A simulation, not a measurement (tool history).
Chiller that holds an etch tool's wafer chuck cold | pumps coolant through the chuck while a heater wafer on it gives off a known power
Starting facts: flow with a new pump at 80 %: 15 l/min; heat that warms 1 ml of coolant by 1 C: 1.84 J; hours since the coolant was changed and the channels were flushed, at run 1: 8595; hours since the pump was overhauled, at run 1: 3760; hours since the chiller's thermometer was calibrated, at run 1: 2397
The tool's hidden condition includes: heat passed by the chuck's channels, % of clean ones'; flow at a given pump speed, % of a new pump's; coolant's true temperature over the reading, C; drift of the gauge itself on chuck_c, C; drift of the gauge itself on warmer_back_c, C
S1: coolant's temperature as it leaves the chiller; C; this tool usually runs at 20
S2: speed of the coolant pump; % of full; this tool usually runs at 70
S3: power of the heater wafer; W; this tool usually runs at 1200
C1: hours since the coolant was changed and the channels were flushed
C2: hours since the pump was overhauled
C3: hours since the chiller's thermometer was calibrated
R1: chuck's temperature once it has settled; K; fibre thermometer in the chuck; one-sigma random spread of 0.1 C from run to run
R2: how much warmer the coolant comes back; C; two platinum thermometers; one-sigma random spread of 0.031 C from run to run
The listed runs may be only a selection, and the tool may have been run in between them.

{"run": 1, "hour": 0.0, "S1": 20, "S2": 70, "S3": 1200, "C1": 8595, "C2": 3760, "C3": 2397, "R1": 312.65, "R2": 3.17}
{"run": 2, "hour": 66.1, "S1": 20, "S2": 70, "S3": 1200, "C1": 8661, "C2": 3826, "C3": 2463, "R1": 312.55, "R2": 3.19}
{"run": 3, "hour": 195.0, "S1": 20, "S2": 70, "S3": 1200, "C1": 8790, "C2": 3955, "C3": 2592, "R1": 312.55, "R2": 3.16}
{"run": 4, "hour": 334.6, "S1": 20, "S2": 70, "S3": 962, "C1": 8930, "C2": 4095, "C3": 2732, "R1": 308.85, "R2": 2.59}
{"run": 5, "hour": 460.3, "S1": 20, "S2": 70, "S3": 962, "C1": 9056, "C2": 4220, "C3": 2857, "R1": 308.85, "R2": 2.54}
{"run": 6, "hour": 583.4, "S1": 20, "S2": 70, "S3": 962, "C1": 9179, "C2": 4343, "C3": 2980, "R1": 308.75, "R2": 2.57}
{"run": 7, "hour": 700.9, "S1": 20, "S2": 70, "S3": 914, "C1": 9296, "C2": 4461, "C3": 3098, "R1": 308.25, "R2": 2.46}
{"run": 8, "hour": 843.9, "S1": 20, "S2": 70, "S3": 1414, "C1": 9439, "C2": 4604, "C3": 3241, "R1": 316.65, "R2": 3.78}
{"hour": 921.5, "done": "coolant changed, channels flushed"}
{"run": 9, "hour": 935.1, "S1": 20, "S2": 70, "S3": 1414, "C1": 14, "C2": 4689, "C3": 3326, "R1": 313.15, "R2": 3.82}
{"run": 10, "hour": 1047.7, "S1": 20, "S2": 70, "S3": 1414, "C1": 126, "C2": 4802, "C3": 3439, "R1": 313.05, "R2": 3.9}
{"run": 11, "hour": 1117.5, "S1": 20, "S2": 70, "S3": 1414, "C1": 196, "C2": 4872, "C3": 3508, "R1": 313.05, "R2": 3.9}
{"run": 12, "hour": 1229.6, "S1": 20, "S2": 70, "S3": 1414, "C1": 308, "C2": 4984, "C3": 3621, "R1": 313.45, "R2": 3.85}
{"run": 13, "hour": 1336.3, "S1": 20, "S2": 70, "S3": 977, "C1": 415, "C2": 5090, "C3": 3727, "R1": 307.05, "R2": 2.65}
{"run": 14, "hour": 1411.1, "S1": 20, "S2": 70, "S3": 977, "C1": 490, "C2": 5165, "C3": 3802, "R1": 307.25, "R2": 2.65}
{"run": 15, "hour": 1540.6, "S1": 20, "S2": 70, "S3": 977, "C1": 619, "C2": 5295, "C3": 3932, "R1": 307.45, "R2": 2.67}
{"run": 16, "hour": 1681.6, "S1": 20, "S2": 67, "S3": 1200, "C1": 760, "C2": 5436, "C3": 4073, "R1": 310.95, "R2": 3.43}
{"run": 17, "hour": 1785.0, "S1": 11, "S2": 95, "S3": 1023, "C1": 863, "C2": 5539, "C3": 4176, "R1": 296.35, "R2": 2.06}
{"run": 18, "hour": 1877.4, "S1": 11, "S2": 95, "S3": 1023, "C1": 956, "C2": 5632, "C3": 4268, "R1": 296.15, "R2": 2.04}
{"run": 19, "hour": 1981.2, "S1": 16, "S2": 97, "S3": 795, "C1": 1060, "C2": 5735, "C3": 4372, "R1": 298.45, "R2": 1.6}
{"run": 20, "hour": 2094.6, "S1": 16, "S2": 92, "S3": 1144, "C1": 1173, "C2": 5849, "C3": 4486, "R1": 303.25, "R2": 2.42}
{"run": 21, "hour": 2198.5, "S1": 20, "S2": 100, "S3": 683, "C1": 1277, "C2": 5953, "C3": 4590, "R1": 301.05, "R2": 1.35}
{"run": 22, "hour": 2324.0, "S1": 20, "S2": 100, "S3": 683, "C1": 1402, "C2": 6078, "C3": 4715, "R1": 301.15, "R2": 1.33}
{"run": 23, "hour": 2446.3, "S1": 20, "S2": 100, "S3": 683, "C1": 1525, "C2": 6200, "C3": 4837, "R1": 301.25, "R2": 1.35}
{"run": 24, "hour": 2553.5, "S1": 16, "S2": 70, "S3": 1754, "C1": 1632, "C2": 6308, "C3": 4944, "R1": 314.85, "R2": 4.92}
{"run": 25, "hour": 2635.8, "S1": 11, "S2": 99, "S3": 1497, "C1": 1714, "C2": 6390, "C3": 5027, "R1": 301.75, "R2": 2.92}
{"hour": 2717.9, "done": "chiller's thermometer calibrated"}
{"run": 26, "hour": 2746.8, "S1": 23, "S2": 84, "S3": 1623, "C1": 1824, "C2": 6500, "C3": 29, "R1": 317.15, "R2": 3.76}
{"run": 27, "hour": 2825.2, "S1": 29, "S2": 84, "S3": 1502, "C1": 1903, "C2": 6578, "C3": 107, "R1": 321.45, "R2": 3.5}
{"run": 28, "hour": 2906.8, "S1": 20, "S2": 60, "S3": 1519, "C1": 1984, "C2": 6660, "C3": 189, "R1": 317.85, "R2": 5}
{"run": 29, "hour": 2975.9, "S1": 16, "S2": 60, "S3": 1452, "C1": 2053, "C2": 6729, "C3": 258, "R1": 313.05, "R2": 4.79}

What if the next run were any one of these 4? Each begins from the tool's condition after run 29:
{"run": "A", "hour": 3077.6, "S1": 19, "S2": 70, "S3": 983, "C1": 2155, "C2": 6831, "C3": 360, "R1": "?", "R2": "?"}
{"run": "B", "hour": 3077.6, "S1": 16, "S2": 91, "S3": 1452, "C1": 2155, "C2": 6831, "C3": 360, "R1": "?", "R2": "?"}
{"run": "C", "hour": 3077.6, "S1": 16, "S2": 60, "S3": 865, "C1": 2155, "C2": 6831, "C3": 360, "R1": "?", "R2": "?"}
{"run": "D", "hour": 3077.6, "S1": 16, "S2": 60, "S3": 1141, "C1": 2155, "C2": 6831, "C3": 360, "R1": "?", "R2": "?"}

run=A R1=306.45 R2=2.79
run=B R1=306.95 R2=3.1
run=C R1=303.35 R2=2.86
run=D R1=307.95 R2=3.79
With the hidden condition removed and each run's random variation left untouched, the same runs would have given:
run=A R1=304.75 R2=2.48
run=B R1=304.85 R2=2.75
run=C R1=301.65 R2=2.54
run=D R1=305.75 R2=3.36
